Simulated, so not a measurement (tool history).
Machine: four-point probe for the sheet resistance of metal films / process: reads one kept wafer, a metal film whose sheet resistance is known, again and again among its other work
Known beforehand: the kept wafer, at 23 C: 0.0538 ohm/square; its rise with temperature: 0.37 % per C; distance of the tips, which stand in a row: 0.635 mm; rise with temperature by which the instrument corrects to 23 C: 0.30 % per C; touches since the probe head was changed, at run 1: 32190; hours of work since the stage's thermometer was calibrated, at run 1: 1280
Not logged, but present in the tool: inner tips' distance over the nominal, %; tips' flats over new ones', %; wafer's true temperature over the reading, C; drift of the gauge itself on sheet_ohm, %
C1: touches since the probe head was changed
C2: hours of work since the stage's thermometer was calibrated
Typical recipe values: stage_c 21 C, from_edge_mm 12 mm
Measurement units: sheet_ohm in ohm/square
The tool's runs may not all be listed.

run 1 hour=0 | stage_c=21 from_edge_mm=12 | C1=32190 C2=1280 | sheet_ohm=0.053699
run 2 hour=51.9 | stage_c=21 from_edge_mm=12 | C1=33333 C2=1317 | sheet_ohm=0.053731
run 3 hour=104.2 | stage_c=21 from_edge_mm=12 | C1=34483 C2=1355 | sheet_ohm=0.05372
run 4 hour=141.6 | stage_c=21 from_edge_mm=12 | C1=35305 C2=1382 | sheet_ohm=0.053724
run 5 hour=203.2 | stage_c=30 from_edge_mm=12 | C1=36661 C2=1426 | sheet_ohm=0.054038
run 6 hour=250 | stage_c=30 from_edge_mm=12 | C1=37690 C2=1459 | sheet_ohm=0.054053
run 7 hour=293.7 | stage_c=30 from_edge_mm=12 | C1=38651 C2=1491 | sheet_ohm=0.05406
run 8 hour=364.4 | stage_c=30 from_edge_mm=14 | C1=40207 C2=1541 | sheet_ohm=0.054017
run 9 hour=409.9 | stage_c=30 from_edge_mm=14 | C1=41207 C2=1574 | sheet_ohm=0.054004
run 10 hour=461.8 | stage_c=21 from_edge_mm=6 | C1=42350 C2=1611 | sheet_ohm=0.053958
run 11 hour=510 | stage_c=21 from_edge_mm=12 | C1=43411 C2=1646 | sheet_ohm=0.053704
run 12 hour=568.5 | stage_c=21 from_edge_mm=12 | C1=44696 C2=1688 | sheet_ohm=0.053731
run 13 hour=607.4 | stage_c=21 from_edge_mm=12 | C1=45553 C2=1716 | sheet_ohm=0.053715
run 14 hour=661.2 | stage_c=21 from_edge_mm=12 | C1=46736 C2=1754 | sheet_ohm=0.053704
run 15 hour=723.8 | stage_c=21 from_edge_mm=12 | C1=48113 C2=1799 | sheet_ohm=0.053721
run 16 hour=769.8 | stage_c=21 from_edge_mm=12 | C1=49125 C2=1832 | sheet_ohm=0.053703
run 17 hour=811.8 | stage_c=21 from_edge_mm=12 | C1=50048 C2=1862 | sheet_ohm=0.053706
run 18 hour=862.8 | stage_c=21 from_edge_mm=66 | C1=51171 C2=1899 | sheet_ohm=0.053639
run 19 hour=920.6 | stage_c=25 from_edge_mm=12 | C1=52441 C2=1940 | sheet_ohm=0.053845
run 20 hour=955.3 | stage_c=18 from_edge_mm=8 | C1=53205 C2=1965 | sheet_ohm=0.053691
run 21 hour=1013.2 | stage_c=28 from_edge_mm=31 | C1=54479 C2=2007 | sheet_ohm=0.05388
run 22 hour=1075.1 | stage_c=28 from_edge_mm=31 | C1=55840 C2=2051 | sheet_ohm=0.053898
run 23 hour=1113.4 | stage_c=32 from_edge_mm=66 | C1=56684 C2=2079 | sheet_ohm=0.05401
run 24 hour=1164.7 | stage_c=19 from_edge_mm=7 | C1=57812 C2=2115 | sheet_ohm=0.053763
run 25 hour=1200.7 | stage_c=19 from_edge_mm=10 | C1=58604 C2=2141 | sheet_ohm=0.053665
run 26 hour=1265.5 | stage_c=25 from_edge_mm=6 | C1=60029 C2=2188 | sheet_ohm=0.054087
run 27 hour=1319.2 | stage_c=18 from_edge_mm=65 | C1=61212 C2=2226 | sheet_ohm=0.053512
run 28 hour=1386 | stage_c=18 from_edge_mm=65 | C1=62680 C2=2274 | sheet_ohm=0.053519
run 29 hour=1423 | stage_c=18 from_edge_mm=12 | C1=63494 C2=2301 | sheet_ohm=0.05359
run 30 hour=1471.1 | stage_c=18 from_edge_mm=12 | C1=64553 C2=2335 | sheet_ohm=0.053553
run 31 hour=1508.8 | stage_c=34 from_edge_mm=32 | C1=65383 C2=2362 | sheet_ohm=0.054091
run 32 hour=1584.3 | stage_c=29 from_edge_mm=4 | C1=67043 C2=2416 | sheet_ohm=0.054628
run 33 hour=1659 | stage_c=29 from_edge_mm=7 | C1=68686 C2=2470 | sheet_ohm=0.054164

Forecast each of these 4 alternatives for the next run:
run A hour=1726.3 | stage_c=27 from_edge_mm=15 | C1=70167 C2=2518 | sheet_ohm=?
run B hour=1726.3 | stage_c=28 from_edge_mm=53 | C1=70167 C2=2518 | sheet_ohm=?
run C hour=1726.3 | stage_c=34 from_edge_mm=14 | C1=70167 C2=2518 | sheet_ohm=?
run D hour=1726.3 | stage_c=24 from_edge_mm=25 | C1=70167 C2=2518 | sheet_ohm=?

run=A sheet_ohm=0.053881
run=B sheet_ohm=0.053861
run=C sheet_ohm=0.054132
run=D sheet_ohm=0.053762
The same runs, with their run-to-run variation unchanged, on a tool lacking any hidden condition would have given:
run=A sheet_ohm=0.053995
run=B sheet_ohm=0.053975
run=C sheet_ohm=0.054247
run=D sheet_ohm=0.053875
